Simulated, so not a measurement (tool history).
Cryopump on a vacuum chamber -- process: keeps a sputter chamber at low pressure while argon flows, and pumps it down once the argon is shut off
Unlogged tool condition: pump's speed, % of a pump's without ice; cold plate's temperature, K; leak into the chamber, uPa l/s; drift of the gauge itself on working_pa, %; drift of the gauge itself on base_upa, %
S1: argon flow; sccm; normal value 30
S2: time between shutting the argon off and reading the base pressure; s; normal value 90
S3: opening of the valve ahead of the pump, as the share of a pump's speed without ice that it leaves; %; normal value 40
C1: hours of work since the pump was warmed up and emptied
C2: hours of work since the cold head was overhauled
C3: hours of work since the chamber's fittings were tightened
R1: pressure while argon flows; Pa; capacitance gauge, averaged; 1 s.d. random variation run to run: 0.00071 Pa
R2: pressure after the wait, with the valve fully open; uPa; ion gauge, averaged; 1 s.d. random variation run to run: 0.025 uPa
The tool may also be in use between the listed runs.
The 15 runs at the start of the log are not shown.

run,hour,S1,S2,S3,C1,C2,C3,R1,R2
16,300.2,30,90,40,154,154,1070,0.129,1.35
17,315.1,30,90,40,160,160,1077,0.1283,1.36
18,327.3,52,90,42,165,165,1082,0.2122,1.35
19,343,20,90,40,172,172,1089,0.0874,1.32
20,356.5,20,90,40,178,178,1095,0.0859,1.39
21,374.4,30,90,19,186,186,1103,0.2669,1.35
22,395.3,13,30,24,195,195,1112,0.0913,2.79
23,416.8,13,30,24,205,205,1121,0.0923,2.75
24,435.2,13,30,24,213,213,1129,0.0928,2.69
25,459.7,13,30,24,223,223,1140,0.0935,2.79
26,480.4,13,30,24,233,233,1149,0.0918,2.8
27,495.8,37,41,21,239,239,1156,0.2995,2.21
28,520.9,12,251,40,250,250,1167,0.0529,0.97
29,536.5,26,40,59,257,257,1174,0.0794,2.26
30,549.2,26,40,59,263,263,1179,0.079,2.22
31,566.1,45,28,24,270,270,1186,0.3229,2.93
32,581.9,45,28,24,277,277,1193,0.3239,3.03
33,602.6,45,30,33,286,286,1202,0.2392,2.74

Branching from run 33: 4 alternative next runs. What would each branch give?
A,619.8,53,30,33,293,293,1210,?,?
B,619.8,51,204,40,293,293,1210,?,?
C,619.8,30,58,27,293,293,1210,?,?
D,619.8,20,31,33,293,293,1210,?,?

run,R1,R2
A,0.2816,2.87
B,0.2236,1.01
C,0.1924,1.85
D,0.1068,2.8
Stripped of hidden state, with their random variation kept, the same runs would have yielded:
run,R1,R2
A,0.2667,2.41
B,0.2093,0.57
C,0.184,1.39
D,0.1012,2.34

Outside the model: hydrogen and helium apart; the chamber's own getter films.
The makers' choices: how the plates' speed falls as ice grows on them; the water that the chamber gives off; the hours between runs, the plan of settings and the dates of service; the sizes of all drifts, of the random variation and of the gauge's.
